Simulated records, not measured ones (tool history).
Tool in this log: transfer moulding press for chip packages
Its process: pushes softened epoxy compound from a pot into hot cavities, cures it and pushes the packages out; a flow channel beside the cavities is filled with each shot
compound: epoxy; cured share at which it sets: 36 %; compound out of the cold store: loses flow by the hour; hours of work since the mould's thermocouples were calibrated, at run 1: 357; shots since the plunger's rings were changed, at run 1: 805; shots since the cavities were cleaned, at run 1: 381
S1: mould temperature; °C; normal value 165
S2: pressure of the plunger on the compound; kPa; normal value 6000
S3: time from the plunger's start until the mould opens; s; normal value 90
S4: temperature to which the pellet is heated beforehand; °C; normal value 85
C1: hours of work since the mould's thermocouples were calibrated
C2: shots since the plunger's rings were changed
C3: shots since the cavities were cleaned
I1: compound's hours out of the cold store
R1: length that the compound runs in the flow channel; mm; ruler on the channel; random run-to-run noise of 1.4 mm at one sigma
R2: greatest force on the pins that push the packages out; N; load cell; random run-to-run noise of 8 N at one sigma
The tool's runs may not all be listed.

Run 1, hour 0.0: usual settings; C1 357; C2 805; C3 381; I1 11.3. Result: R1 568 mm, R2 594 N.
Run 2, hour 11.2: usual settings; C1 365; C2 951; C3 527; I1 9.2. Result: R1 577 mm, R2 627 N.
At hour 15.8: cavities cleaned with cleaning compound and waxed.
Run 3, hour 23.2: usual settings; C1 372; C2 1086; C3 96; I1 38.0. Result: R1 502 mm, R2 430 N.
Run 4, hour 35.4: usual settings but S3 115 s; C1 380; C2 1244; C3 254; I1 38.5. Result: R1 500 mm, R2 371 N.
Run 5, hour 48.2: usual settings but S3 115 s; C1 389; C2 1410; C3 420; I1 15.3. Result: R1 558 mm, R2 418 N.
Run 6, hour 59.3: usual settings but S3 115 s; C1 396; C2 1554; C3 564; I1 33.5. Result: R1 510 mm, R2 399 N.
At hour 61.6: cavities cleaned with cleaning compound and waxed.
Run 7, hour 72.1: usual settings but S2 7070 kPa; C1 404; C2 1700; C3 136; I1 17.0. Result: R1 598 mm, R2 487 N.
Run 8, hour 86.0: usual settings but S2 7070 kPa; C1 414; C2 1881; C3 317; I1 27.0. Result: R1 569 mm, R2 574 N.
Run 9, hour 92.4: usual settings but S2 7070 kPa; C1 418; C2 1964; C3 400; I1 28.5. Result: R1 563 mm, R2 550 N.
Run 10, hour 99.9: usual settings but S2 7070 kPa; C1 423; C2 2061; C3 497; I1 18.7. Result: R1 589 mm, R2 597 N.
At hour 107.5: cavities cleaned with cleaning compound and waxed.
Run 11, hour 110.7: usual settings but S1 162 °C, S2 7070 kPa; C1 429; C2 2182; C3 42; I1 39.1. Result: R1 543 mm, R2 502 N.
Run 12, hour 123.5: usual settings but S1 162 °C, S2 7070 kPa; C1 438; C2 2347; C3 207; I1 35.5. Result: R1 551 mm, R2 612 N.
At hour 126.1: mould's thermocouples calibrated.
Run 13, hour 134.8: usual settings but S1 162 °C, S2 7070 kPa; C1 6; C2 2468; C3 328; I1 26.2. Result: R1 574 mm, R2 726 N.
Run 14, hour 146.9: usual settings but S1 162 °C, S2 7070 kPa; C1 14; C2 2624; C3 484; I1 22.3. Result: R1 582 mm, R2 761 N.
At hour 154.7: cavities cleaned with cleaning compound and waxed.
Run 15, hour 158.2: usual settings but S1 162 °C, S2 7070 kPa; C1 21; C2 2752; C3 45; I1 30.1. Result: R1 565 mm, R2 530 N.
At hour 161.2: mould's thermocouples calibrated, once more.
Run 16, hour 167.6: usual settings but S1 171 °C, S2 6590 kPa; C1 4; C2 2847; C3 140; I1 29.3. Result: R1 527 mm, R2 327 N.
Run 17, hour 173.7: usual settings but S1 171 °C, S3 103 s; C1 8; C2 2926; C3 219; I1 9.9. Result: R1 547 mm, R2 343 N.
Run 18, hour 181.2: usual settings but S2 4580 kPa, S3 104 s, S4 82 °C; C1 13; C2 3024; C3 317; I1 17.1. Result: R1 475 mm, R2 437 N.
Run 19, hour 188.8: usual settings but S2 5180 kPa, S3 104 s, S4 95 °C; C1 19; C2 3123; C3 416; I1 13.8. Result: R1 514 mm, R2 440 N.
Run 20, hour 195.9: usual settings but S2 5180 kPa, S3 104 s, S4 95 °C; C1 23; C2 3215; C3 508; I1 45.8. Result: R1 441 mm, R2 426 N.
At hour 202.0: cavities cleaned with cleaning compound and waxed.
Run 21, hour 211.0: usual settings but S1 171 °C, S3 116 s, S4 90 °C; C1 33; C2 3391; C3 116; I1 30.7. Result: R1 494 mm, R2 304 N.
Run 22, hour 223.8: usual settings but S2 6580 kPa; C1 41; C2 3557; C3 282; I1 24.0. Result: R1 544 mm, R2 516 N.
Run 23, hour 230.1: usual settings but S2 6580 kPa, S3 86 s; C1 46; C2 3638; C3 363; I1 24.3. Result: R1 545 mm, R2 623 N.
Run 24, hour 241.5: usual settings but S1 173 °C, S2 7070 kPa, S3 83 s, S4 86 °C; C1 53; C2 3786; C3 511; I1 40.8. Result: R1 508 mm, R2 429 N.
At hour 247.8: cavities cleaned with cleaning compound and waxed.
Run 25, hour 252.7: usual settings but S2 6390 kPa, S3 119 s; C1 60; C2 3912; C3 64; I1 13.4. Result: R1 561 mm, R2 300 N.
Run 26, hour 263.7: usual settings but S1 167 °C; C1 67; C2 4054; C3 206; I1 46.2. Result: R1 465 mm, R2 426 N.
Run 27, hour 271.6: usual settings but S2 7180 kPa, S4 87 °C; C1 73; C2 4157; C3 309; I1 42.2. Result: R1 522 mm, R2 516 N.
Run 28, hour 283.8: usual settings but S2 5660 kPa, S3 84 s; C1 81; C2 4316; C3 468; I1 16.6. Result: R1 519 mm, R2 704 N.

Branching from run 28: 3 alternative next runs. What would each branch give?
At hour 293.8: cavities cleaned with cleaning compound and waxed.
Run A, hour 294.8: usual settings but S2 5660 kPa, S3 84 s, S4 78 °C; C1 87; C2 4439; C3 13; I1 44.7. Result: R1 ?, R2 ?.
At hour 293.8: cavities cleaned with cleaning compound and waxed.
Run B, hour 294.8: usual settings but S2 5660 kPa, S3 86 s; C1 87; C2 4439; C3 13; I1 26.5. Result: R1 ?, R2 ?.
At hour 293.8: cavities cleaned with cleaning compound and waxed.
Run C, hour 294.8: usual settings but S2 6440 kPa, S4 90 °C; C1 87; C2 4439; C3 13; I1 33.9. Result: R1 ?, R2 ?.

run   R1   R2
  A  457  436
  B  496  428
  C  512  377
Without the tool's unlogged condition, the same runs would have read:
run   R1   R2
  A  481  409
  B  521  401
  C  538  354
